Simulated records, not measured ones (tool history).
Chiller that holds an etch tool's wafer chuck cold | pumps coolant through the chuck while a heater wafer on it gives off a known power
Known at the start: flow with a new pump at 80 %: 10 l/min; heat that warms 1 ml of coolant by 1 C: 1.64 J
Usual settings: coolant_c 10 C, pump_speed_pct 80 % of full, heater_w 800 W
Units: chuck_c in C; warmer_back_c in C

Run 1, hour 0: usual settings. Result: chuck_c 15.4 C, warmer_back_c 2.93 C.
Run 2, hour 64.4: usual settings. Result: chuck_c 15.36 C, warmer_back_c 2.93 C.
Run 3, hour 126.4: usual settings. Result: chuck_c 15.38 C, warmer_back_c 2.94 C.
Run 4, hour 157.6: usual settings. Result: chuck_c 15.36 C, warmer_back_c 2.93 C.
Run 5, hour 190.7: usual settings. Result: chuck_c 15.46 C, warmer_back_c 2.93 C.
Run 6, hour 231.5: usual settings but coolant_c 11 C. Result: chuck_c 16.36 C, warmer_back_c 2.94 C.
Run 7, hour 269.6: usual settings. Result: chuck_c 15.36 C, warmer_back_c 2.96 C.
Run 8, hour 297.3: usual settings. Result: chuck_c 15.36 C, warmer_back_c 2.96 C.
Run 9, hour 335.4: usual settings but pump_speed_pct 96 % of full. Result: chuck_c 14.72 C, warmer_back_c 2.43 C.
Run 10, hour 401.5: usual settings but pump_speed_pct 96 % of full. Result: chuck_c 14.75 C, warmer_back_c 2.46 C.
Run 11, hour 435: usual settings but pump_speed_pct 74 % of full. Result: chuck_c 15.88 C, warmer_back_c 3.19 C.
Run 12, hour 487.3: usual settings but pump_speed_pct 74 % of full. Result: chuck_c 15.68 C, warmer_back_c 3.19 C.
Run 13, hour 540.9: usual settings but pump_speed_pct 74 % of full. Result: chuck_c 15.74 C, warmer_back_c 3.19 C.
Run 14, hour 580.6: usual settings but coolant_c 19 C, pump_speed_pct 70 % of full. Result: chuck_c 25.01 C, warmer_back_c 3.33 C.
Run 15, hour 630.8: usual settings but coolant_c 17 C, pump_speed_pct 81 % of full, heater_w 886 W. Result: chuck_c 22.87 C, warmer_back_c 3.22 C.
Run 16, hour 664.9: usual settings but coolant_c 11 C, heater_w 910 W. Result: chuck_c 17.01 C, warmer_back_c 3.31 C.
Run 17, hour 731.2: usual settings but coolant_c 5 C, pump_speed_pct 88 % of full, heater_w 692 W. Result: chuck_c 9.32 C, warmer_back_c 2.33 C.
Run 18, hour 779.8: usual settings but coolant_c 5 C, pump_speed_pct 88 % of full, heater_w 692 W. Result: chuck_c 9.36 C, warmer_back_c 2.29 C.
Run 19, hour 817.4: usual settings but coolant_c 1 C, pump_speed_pct 81 % of full, heater_w 716 W. Result: chuck_c 5.88 C, warmer_back_c 2.58 C.
Run 20, hour 848.8: usual settings but coolant_c 7 C, pump_speed_pct 82 % of full, heater_w 1096 W. Result: chuck_c 14.14 C, warmer_back_c 3.91 C.
Run 21, hour 881.1: usual settings but coolant_c 7 C, pump_speed_pct 82 % of full, heater_w 1096 W. Result: chuck_c 14.19 C, warmer_back_c 3.9 C.
Run 22, hour 938.4: usual settings but coolant_c 8 C, pump_speed_pct 74 % of full, heater_w 729 W. Result: chuck_c 13.16 C, warmer_back_c 2.9 C.
Run 23, hour 999.9: usual settings but coolant_c 6 C. Result: chuck_c 11.65 C, warmer_back_c 2.95 C.
Run 24, hour 1060.9: usual settings but coolant_c 9 C, pump_speed_pct 78 % of full, heater_w 1092 W. Result: chuck_c 16.52 C, warmer_back_c 4.15 C.
Run 25, hour 1110.1: usual settings but coolant_c 3 C, pump_speed_pct 89 % of full, heater_w 457 W. Result: chuck_c 6.01 C, warmer_back_c 1.48 C.

Forecast each of these 5 alternatives for the next run:
At hour 1134.2: chiller's thermometer calibrated.
Run A, hour 1177.8: usual settings but coolant_c 13 C, pump_speed_pct 62 % of full, heater_w 592 W. Result: chuck_c ?, warmer_back_c ?.
At hour 1134.2: chiller's thermometer calibrated.
Run B, hour 1177.8: usual settings but coolant_c 19 C. Result: chuck_c ?, warmer_back_c ?.
At hour 1134.2: chiller's thermometer calibrated.
Run C, hour 1177.8: usual settings but coolant_c 8 C, pump_speed_pct 88 % of full, heater_w 514 W. Result: chuck_c ?, warmer_back_c ?.
At hour 1134.2: chiller's thermometer calibrated.
Run D, hour 1177.8: usual settings but pump_speed_pct 72 % of full, heater_w 457 W. Result: chuck_c ?, warmer_back_c ?.
At hour 1134.2: chiller's thermometer calibrated.
Run E, hour 1177.8: usual settings but pump_speed_pct 93 % of full. Result: chuck_c ?, warmer_back_c ?.

run  chuck_c  warmer_back_c
  A    17.82           2.83
  B    24.49           2.95
  C    11.16           1.72
  D    13.33           1.86
  E    14.92            2.5
Without the tool's hidden state the same runs would have given:
run  chuck_c  warmer_back_c
  A     17.8           2.83
  B    24.47           2.95
  C    11.15           1.72
  D    13.32           1.85
  E     14.9            2.5
